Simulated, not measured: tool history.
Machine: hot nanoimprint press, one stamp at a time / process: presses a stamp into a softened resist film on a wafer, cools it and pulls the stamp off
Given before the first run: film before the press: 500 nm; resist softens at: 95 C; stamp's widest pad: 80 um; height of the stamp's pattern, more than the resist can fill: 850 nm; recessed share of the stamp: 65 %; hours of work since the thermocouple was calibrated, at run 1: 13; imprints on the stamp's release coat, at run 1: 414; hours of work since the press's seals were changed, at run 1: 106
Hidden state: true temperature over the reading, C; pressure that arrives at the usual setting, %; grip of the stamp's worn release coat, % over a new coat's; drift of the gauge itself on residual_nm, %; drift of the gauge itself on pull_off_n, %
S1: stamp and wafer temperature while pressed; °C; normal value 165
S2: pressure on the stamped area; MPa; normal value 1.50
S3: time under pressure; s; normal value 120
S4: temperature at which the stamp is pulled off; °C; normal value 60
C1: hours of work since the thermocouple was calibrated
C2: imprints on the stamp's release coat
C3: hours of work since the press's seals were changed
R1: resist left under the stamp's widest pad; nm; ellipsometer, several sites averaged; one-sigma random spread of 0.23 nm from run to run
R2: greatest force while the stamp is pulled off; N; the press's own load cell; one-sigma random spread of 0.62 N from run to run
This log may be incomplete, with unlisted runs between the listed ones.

{"run": 1, "hour": 0.0, "S1": 165, "S2": 1.5, "S3": 120, "S4": 60, "C1": 13, "C2": 414, "C3": 106, "R1": 209.1, "R2": 92.4}
{"run": 2, "hour": 15.8, "S1": 165, "S2": 2.25, "S3": 120, "S4": 60, "C1": 20, "C2": 450, "C3": 113, "R1": 175.0, "R2": 92.1}
{"run": 3, "hour": 27.3, "S1": 165, "S2": 1.65, "S3": 120, "S4": 60, "C1": 25, "C2": 476, "C3": 117, "R1": 200.5, "R2": 91.0}
{"run": 4, "hour": 35.5, "S1": 165, "S2": 1.65, "S3": 120, "S4": 60, "C1": 29, "C2": 494, "C3": 121, "R1": 200.8, "R2": 91.7}
{"run": 5, "hour": 51.3, "S1": 165, "S2": 1.65, "S3": 81, "S4": 60, "C1": 35, "C2": 530, "C3": 128, "R1": 235.3, "R2": 91.8}
{"run": 6, "hour": 63.4, "S1": 165, "S2": 1.5, "S3": 120, "S4": 60, "C1": 40, "C2": 557, "C3": 133, "R1": 209.8, "R2": 91.2}
{"run": 7, "hour": 78.5, "S1": 165, "S2": 1.5, "S3": 120, "S4": 60, "C1": 47, "C2": 591, "C3": 139, "R1": 210.0, "R2": 91.5}
{"run": 8, "hour": 93.5, "S1": 165, "S2": 1.5, "S3": 120, "S4": 60, "C1": 53, "C2": 625, "C3": 146, "R1": 210.2, "R2": 91.1}
{"run": 9, "hour": 101.6, "S1": 165, "S2": 1.5, "S3": 120, "S4": 60, "C1": 57, "C2": 643, "C3": 149, "R1": 209.9, "R2": 91.4}
{"run": 10, "hour": 110.5, "S1": 165, "S2": 1.5, "S3": 120, "S4": 65, "C1": 60, "C2": 663, "C3": 153, "R1": 210.1, "R2": 87.2}
{"run": 11, "hour": 123.4, "S1": 165, "S2": 1.5, "S3": 120, "S4": 65, "C1": 66, "C2": 692, "C3": 158, "R1": 210.2, "R2": 87.5}
{"run": 12, "hour": 130.1, "S1": 165, "S2": 1.5, "S3": 120, "S4": 65, "C1": 69, "C2": 707, "C3": 161, "R1": 210.1, "R2": 87.5}
{"run": 13, "hour": 142.2, "S1": 165, "S2": 1.5, "S3": 120, "S4": 65, "C1": 74, "C2": 734, "C3": 166, "R1": 210.7, "R2": 86.8}
{"run": 14, "hour": 157.1, "S1": 158, "S2": 1.5, "S3": 120, "S4": 60, "C1": 80, "C2": 768, "C3": 173, "R1": 263.6, "R2": 91.3}
{"run": 15, "hour": 164.2, "S1": 165, "S2": 1.96, "S3": 120, "S4": 60, "C1": 83, "C2": 784, "C3": 176, "R1": 187.7, "R2": 92.1}
{"run": 16, "hour": 174.2, "S1": 165, "S2": 1.96, "S3": 120, "S4": 60, "C1": 87, "C2": 806, "C3": 180, "R1": 187.5, "R2": 92.4}

Forecast run 17:
{"run": 17, "hour": 183.5, "S1": 154, "S2": 1.5, "S3": 120, "S4": 60, "C1": 91, "C2": 827, "C3": 184, "R1": "?", "R2": "?"}

R1: 298.6 nm
R2: 91.3 N
Had the tool carried no hidden state, the very same run would have given R1 295.8 nm, R2 91.3 N.
